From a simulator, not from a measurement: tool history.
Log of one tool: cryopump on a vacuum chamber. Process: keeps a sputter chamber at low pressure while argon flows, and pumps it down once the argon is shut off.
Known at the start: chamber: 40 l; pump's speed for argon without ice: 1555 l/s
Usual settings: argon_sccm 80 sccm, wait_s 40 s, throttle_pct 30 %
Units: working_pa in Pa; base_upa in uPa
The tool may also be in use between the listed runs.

Run 1, hour 0.0: usual settings. Result: working_pa 0.2915 Pa, base_upa 0.97 uPa.
Run 2, hour 18.4: usual settings. Result: working_pa 0.2919 Pa, base_upa 1.01 uPa.
Run 3, hour 29.6: usual settings but wait_s 193 s. Result: working_pa 0.2920 Pa, base_upa 0.57 uPa.
Run 4, hour 38.0: usual settings but wait_s 193 s. Result: working_pa 0.2954 Pa, base_upa 0.58 uPa.
Run 5, hour 56.0: usual settings but wait_s 24 s. Result: working_pa 0.2911 Pa, base_upa 1.34 uPa.
Run 6, hour 73.3: usual settings but wait_s 24 s. Result: working_pa 0.2934 Pa, base_upa 1.31 uPa.
Run 7, hour 90.3: usual settings but wait_s 36 s. Result: working_pa 0.2944 Pa, base_upa 1.03 uPa.
Run 8, hour 106.4: usual settings but wait_s 32 s. Result: working_pa 0.2942 Pa, base_upa 1.15 uPa.
Run 9, hour 124.4: usual settings but throttle_pct 49 %. Result: working_pa 0.1795 Pa, base_upa 1.05 uPa.
Run 10, hour 136.9: usual settings but throttle_pct 49 %. Result: working_pa 0.1826 Pa, base_upa 0.99 uPa.
Run 11, hour 156.7: usual settings but throttle_pct 49 %. Result: working_pa 0.1829 Pa, base_upa 1.00 uPa.
Run 12, hour 173.6: usual settings but throttle_pct 49 %. Result: working_pa 0.1846 Pa, base_upa 1.05 uPa.
Run 13, hour 190.0: usual settings but throttle_pct 22 %. Result: working_pa 0.3982 Pa, base_upa 1.03 uPa.
Run 14, hour 199.7: usual settings. Result: working_pa 0.2960 Pa, base_upa 1.04 uPa.
Run 15, hour 211.9: usual settings but argon_sccm 64 sccm, wait_s 27 s, throttle_pct 34 %. Result: working_pa 0.2084 Pa, base_upa 1.27 uPa.
Run 16, hour 231.2: usual settings but argon_sccm 54 sccm, wait_s 289 s, throttle_pct 23 %. Result: working_pa 0.2610 Pa, base_upa 0.63 uPa.
Run 17, hour 249.3: usual settings but argon_sccm 54 sccm, wait_s 289 s, throttle_pct 23 %. Result: working_pa 0.2601 Pa, base_upa 0.61 uPa.
Run 18, hour 263.9: usual settings but argon_sccm 68 sccm, wait_s 51 s, throttle_pct 33 %. Result: working_pa 0.2300 Pa, base_upa 0.93 uPa.
Run 19, hour 273.0: usual settings but argon_sccm 68 sccm, wait_s 51 s, throttle_pct 33 %. Result: working_pa 0.2310 Pa, base_upa 0.92 uPa.
Run 20, hour 286.1: usual settings but argon_sccm 68 sccm, wait_s 51 s, throttle_pct 33 %. Result: working_pa 0.2311 Pa, base_upa 0.94 uPa.
Run 21, hour 295.5: usual settings but argon_sccm 154 sccm, wait_s 121 s, throttle_pct 17 %. Result: working_pa 0.9985 Pa, base_upa 0.75 uPa.
Run 22, hour 315.8: usual settings but argon_sccm 48 sccm, wait_s 47 s, throttle_pct 25 %. Result: working_pa 0.2134 Pa, base_upa 1.02 uPa.
Run 23, hour 335.4: usual settings but argon_sccm 48 sccm, wait_s 47 s, throttle_pct 25 %. Result: working_pa 0.2104 Pa, base_upa 0.93 uPa.
Run 24, hour 354.6: usual settings but argon_sccm 48 sccm, wait_s 47 s, throttle_pct 25 %. Result: working_pa 0.2130 Pa, base_upa 1.00 uPa.
Run 25, hour 366.0: usual settings but argon_sccm 36 sccm, wait_s 65 s. Result: working_pa 0.1339 Pa, base_upa 0.91 uPa.
Run 26, hour 385.4: usual settings but argon_sccm 101 sccm, throttle_pct 22 %. Result: working_pa 0.5082 Pa, base_upa 1.11 uPa.
Run 27, hour 396.0: usual settings but argon_sccm 101 sccm, throttle_pct 29 %. Result: working_pa 0.3904 Pa, base_upa 1.04 uPa.

Hidden state or all else? Some run-to-run changes of working_pa, split into what the settings, what came in and random variation would give without the hidden state, and what is left for the hidden state (with any gauge scatter that isn't in both results):
The hidden state here: pump's speed, % of a pump's without ice; cold plate's temperature, K; leak into the chamber, uPa l/s; drift of the gauge itself on working_pa, %; drift of the gauge itself on base_upa, %.
Run 20 -> 21: argon_sccm 68 -> 154, wait_s 51 -> 121, throttle_pct 33 -> 17. working_pa +0.7674 Pa: hidden state +0.0071, all else +0.7603.
Run 21 -> 22: argon_sccm 154 -> 48, wait_s 121 -> 47, throttle_pct 17 -> 25. working_pa -0.7851 Pa: hidden state -0.0085, all else -0.7766.
